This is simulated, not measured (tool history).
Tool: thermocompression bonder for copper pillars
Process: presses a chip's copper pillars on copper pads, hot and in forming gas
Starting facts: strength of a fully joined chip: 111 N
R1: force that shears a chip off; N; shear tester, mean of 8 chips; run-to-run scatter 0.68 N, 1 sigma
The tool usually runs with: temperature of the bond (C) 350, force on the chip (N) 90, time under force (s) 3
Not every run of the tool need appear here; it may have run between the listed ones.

{"run": 1, "hour": 0.0, "temperature of the bond (C)": 350, "force on the chip (N)": 90, "time under force (s)": 3, "R1": 64.5}
{"run": 2, "hour": 54.6, "temperature of the bond (C)": 350, "force on the chip (N)": 90, "time under force (s)": 3, "R1": 63.1}
{"run": 3, "hour": 93.1, "temperature of the bond (C)": 350, "force on the chip (N)": 90, "time under force (s)": 3, "R1": 62.3}
{"run": 4, "hour": 129.3, "temperature of the bond (C)": 350, "force on the chip (N)": 90, "time under force (s)": 3, "R1": 61.9}
{"hour": 148.8, "done": "forming gas filter changed"}
{"run": 5, "hour": 172.3, "temperature of the bond (C)": 350, "force on the chip (N)": 90, "time under force (s)": 3, "R1": 66.1}
{"run": 6, "hour": 223.5, "temperature of the bond (C)": 350, "force on the chip (N)": 90, "time under force (s)": 3, "R1": 64.6}
{"run": 7, "hour": 290.8, "temperature of the bond (C)": 350, "force on the chip (N)": 90, "time under force (s)": 3, "R1": 64.3}
{"run": 8, "hour": 343.2, "temperature of the bond (C)": 350, "force on the chip (N)": 90, "time under force (s)": 3, "R1": 62.7}
{"run": 9, "hour": 414.2, "temperature of the bond (C)": 350, "force on the chip (N)": 90, "time under force (s)": 8, "R1": 80.8}
{"hour": 470.4, "done": "forming gas filter changed"}
{"run": 10, "hour": 486.0, "temperature of the bond (C)": 350, "force on the chip (N)": 90, "time under force (s)": 8, "R1": 84.9}
{"run": 11, "hour": 535.4, "temperature of the bond (C)": 350, "force on the chip (N)": 108, "time under force (s)": 3, "R1": 75.8}
{"hour": 543.3, "done": "force cell calibrated"}
{"run": 12, "hour": 575.0, "temperature of the bond (C)": 370, "force on the chip (N)": 96, "time under force (s)": 3, "R1": 79.7}
{"run": 13, "hour": 619.5, "temperature of the bond (C)": 354, "force on the chip (N)": 94, "time under force (s)": 7, "R1": 85.1}

Predict the results of run 14:
{"hour": 650.2, "done": "force cell calibrated, once more"}
{"run": 14, "hour": 659.1, "temperature of the bond (C)": 328, "force on the chip (N)": 120, "time under force (s)": 3, "R1": "?"}

Run 14 gave R1 61.9 N.
On a tool with no hidden condition, and with the same random variation, this run would have come out at R1 66.9 N.

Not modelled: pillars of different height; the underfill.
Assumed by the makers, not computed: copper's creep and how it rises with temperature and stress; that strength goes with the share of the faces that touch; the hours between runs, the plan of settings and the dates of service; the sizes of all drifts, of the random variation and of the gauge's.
